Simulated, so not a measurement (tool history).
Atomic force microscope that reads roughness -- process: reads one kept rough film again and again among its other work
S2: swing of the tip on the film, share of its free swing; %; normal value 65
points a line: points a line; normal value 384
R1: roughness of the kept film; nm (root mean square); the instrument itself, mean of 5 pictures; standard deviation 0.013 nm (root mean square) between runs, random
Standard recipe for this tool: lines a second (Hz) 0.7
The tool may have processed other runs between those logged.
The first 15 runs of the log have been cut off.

Run 16, hour 106: usual settings but S2 58 %. Result: R1 2.741 nm (root mean square).
Run 17, hour 112.7: usual settings but S2 58 %. Result: R1 2.679 nm (root mean square).
Run 18, hour 117.9: usual settings. Result: R1 2.595 nm (root mean square).
Run 19, hour 127.4: usual settings. Result: R1 2.524 nm (root mean square).
Run 20, hour 136: usual settings but S2 80 %. Result: R1 2.401 nm (root mean square).
Run 21, hour 143.5: usual settings but lines a second (Hz) 2.807, S2 72 %, points a line 386. Result: R1 2.159 nm (root mean square).
At hour 144.9: new tip fitted.
Run 22, hour 152.3: usual settings but lines a second (Hz) 1.375, points a line 308. Result: R1 2.939 nm (root mean square).
Run 23, hour 160.9: usual settings but S2 90 %, points a line 278. Result: R1 2.754 nm (root mean square).
Run 24, hour 168.4: usual settings but S2 77 %, points a line 278. Result: R1 2.77 nm (root mean square).
Run 25, hour 173.1: usual settings but S2 62 %, points a line 749. Result: R1 2.863 nm (root mean square).
Run 26, hour 178.1: usual settings but lines a second (Hz) 1.402, S2 59 %, points a line 473. Result: R1 2.749 nm (root mean square).
Run 27, hour 185.6: usual settings but lines a second (Hz) 1.136, points a line 423. Result: R1 2.642 nm (root mean square).
Run 28, hour 196.1: usual settings but lines a second (Hz) 1.136, S2 83 %, points a line 423. Result: R1 2.392 nm (root mean square).
Run 29, hour 201.8: usual settings but lines a second (Hz) 1.136, S2 83 %, points a line 423. Result: R1 2.393 nm (root mean square).
Run 30, hour 211.3: usual settings but lines a second (Hz) 1.136, S2 83 %, points a line 423. Result: R1 2.291 nm (root mean square).
Run 31, hour 216.3: usual settings but lines a second (Hz) 0.797, S2 83 %, points a line 285. Result: R1 2.314 nm (root mean square).
At hour 218.3: new tip fitted.
Run 32, hour 225.2: usual settings but S2 71 %. Result: R1 2.982 nm (root mean square).
Run 33, hour 232.7: usual settings but S2 71 %. Result: R1 2.9 nm (root mean square).
Run 34, hour 243.1: usual settings but lines a second (Hz) 1.363, S2 80 %. Result: R1 2.622 nm (root mean square).
Run 35, hour 247.9: usual settings but lines a second (Hz) 1.599, S2 73 %, points a line 602. Result: R1 2.59 nm (root mean square).
Run 36, hour 254.2: usual settings but lines a second (Hz) 1.161, points a line 393. Result: R1 2.693 nm (root mean square).
Run 37, hour 258.7: usual settings but lines a second (Hz) 1.161, points a line 393. Result: R1 2.617 nm (root mean square).

Branching from run 37: 4 alternative next runs. What would each branch give?
Run A, hour 265: usual settings but lines a second (Hz) 1.588, S2 64 %, points a line 350. Result: R1 ?.
Run B, hour 265: usual settings but lines a second (Hz) 1.331, S2 69 %, points a line 393. Result: R1 ?.
Run C, hour 265: usual settings but S2 70 %, points a line 466. Result: R1 ?.
Run D, hour 265: usual settings but lines a second (Hz) 1.078, points a line 393. Result: R1 ?.

run     R1
  A   2.55
  B  2.531
  C  2.601
  D  2.587
Stripped of hidden state, with their random variation kept, the same runs would have yielded:
run     R1
  A  3.041
  B  3.019
  C  3.103
  D  3.085
